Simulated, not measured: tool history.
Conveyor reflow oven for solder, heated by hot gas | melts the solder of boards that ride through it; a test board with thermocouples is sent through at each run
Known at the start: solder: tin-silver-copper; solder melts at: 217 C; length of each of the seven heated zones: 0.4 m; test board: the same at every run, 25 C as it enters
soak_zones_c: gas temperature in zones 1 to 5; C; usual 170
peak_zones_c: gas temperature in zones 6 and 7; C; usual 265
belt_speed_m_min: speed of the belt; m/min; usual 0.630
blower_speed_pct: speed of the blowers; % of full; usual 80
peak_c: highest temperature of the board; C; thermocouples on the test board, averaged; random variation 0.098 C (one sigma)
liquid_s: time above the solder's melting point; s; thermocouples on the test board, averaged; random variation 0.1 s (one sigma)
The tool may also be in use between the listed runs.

run   hour  soak_zones_c  peak_zones_c  belt_speed_m_min  blower_speed_pct  peak_c  liquid_s
  1    0.0           170           265             0.630                80  255.47      59.9
  2   16.7           170           265             0.630                53  250.29      54.6
  3   51.6           173           265             0.630                80  255.70      60.9
  4   76.3           173           265             0.630                80  255.73      61.2
  5  101.2           173           265             0.630                80  255.66      60.9
  6  118.5           173           265             0.674                80  254.30      55.6
  7  143.9           170           265             0.630                82  255.72      59.9
  8  160.6           179           265             0.630                80  256.29      63.5
  9  183.7           179           265             0.630                80  256.26      63.4
 10  200.9           179           265             0.635                80  256.10      62.8
 11  215.4           170           265             0.550                80  258.19      71.7
 12  234.6           170           265             0.550                80  258.23      71.4
 13  252.2           170           265             0.550                80  258.30      71.5
 14  287.0           171           265             0.630                80  255.55      60.3
 15  317.6           156           265             0.548                80  257.23      67.0
 16  339.6           171           265             0.608                80  256.23      63.1
 17  373.1           170           265             0.544                73  257.50      71.9
 18  388.0           164           257             0.715                75  243.08      41.6
 19  423.2           164           257             0.715                75  243.01      41.7
 20  439.2           164           257             0.715                75  243.19      41.6
 21  460.4           170           258             0.630                80  248.63      55.8
 22  479.4           170           265             0.519                80  259.56      76.9
 23  504.0           170           265             0.519                80  259.18      77.2
 24  526.4           170           265             0.519                80  259.44      77.1
 25  557.3           170           265             0.519                58  256.48      73.9
 26  590.1           170           265             0.701                54  246.87      45.6
 27  623.6           170           265             0.506                80  259.71      79.4
 28  645.7           170           260             0.685                80  248.65      50.3

Not shown: 1 entry that the log had between the listed runs. Between which runs, and how does the tool's hidden state differ before and after?
Between runs 23 and 24: flux residue cleaned out of gas plates and filters (hour 519.4)
  heat that the gas passes to the board, % of a clean oven's: 99.8 -> 100

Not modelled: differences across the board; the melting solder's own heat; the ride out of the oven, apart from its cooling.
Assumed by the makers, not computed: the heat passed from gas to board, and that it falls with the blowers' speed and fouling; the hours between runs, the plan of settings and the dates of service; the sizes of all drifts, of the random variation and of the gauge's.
